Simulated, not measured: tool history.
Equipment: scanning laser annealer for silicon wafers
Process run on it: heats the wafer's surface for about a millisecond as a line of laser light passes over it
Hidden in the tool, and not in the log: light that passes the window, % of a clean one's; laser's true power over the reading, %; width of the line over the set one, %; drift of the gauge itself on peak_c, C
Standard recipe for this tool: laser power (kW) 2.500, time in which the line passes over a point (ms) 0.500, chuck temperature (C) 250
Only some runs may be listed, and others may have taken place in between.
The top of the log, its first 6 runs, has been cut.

run   hour  laser power (kW)  time in which the line passes over a point (ms)  chuck temperature (C)  hours of work since the window was cleaned  hours of work since the power meter was calibrated  hours of work since the optics were aligned  highest temperature of the surface (C)
  7  158.1             2.500                                            0.500                    250                                         525                                                 380                                          792                                    1030
  8  179.3             2.500                                            0.500                    250                                         534                                                 389                                          800                                    1027
  9  200.2             2.500                                            0.500                    250                                         542                                                 397                                          809                                    1025
 10  219.9             2.500                                            0.445                    250                                         550                                                 405                                          817                                     976
 11  239.9             2.430                                            0.500                    250                                         558                                                 413                                          825                                    1004
 12  262.0             2.430                                            0.500                    250                                         567                                                 422                                          834                                    1005
 13  279.3             2.500                                            0.500                    276                                         574                                                 429                                          841                                    1053
 14  310.8             2.500                                            0.500                    250                                         587                                                 442                                          854                                    1029
 15  333.3             2.614                                            0.500                    250                                         596                                                 451                                          863                                    1069
 16  351.8             2.500                                            0.500                    250                                         604                                                 459                                          870                                    1031
 17  367.3             2.500                                            0.450                    250                                         610                                                 465                                          877                                     985
 18  385.1             2.500                                            0.450                    250                                         617                                                 472                                          884                                     987
 19  411.2             2.500                                            0.500                    250                                         628                                                 483                                          894                                    1031
 20  430.5             2.500                                            0.356                    250                                         636                                                 491                                          902                                     893
 21  447.5             2.500                                            0.562                    250                                         642                                                 498                                          909                                    1081
 22  470.2             2.197                                            0.490                    229                                         652                                                 507                                          918                                     895
 23  498.5             2.634                                            0.500                    211                                         663                                                 518                                          930                                    1035

The next listed run, before its measurement:
 24  521.5             2.634                                            0.500                    211                                         672                                                 528                                          939                                       ?

{"run 24": {"highest temperature of the surface (C)": 1039}}
Were there no unlogged condition in the tool, this run, its random variation unchanged, would have produced highest temperature of the surface (C) 1039.
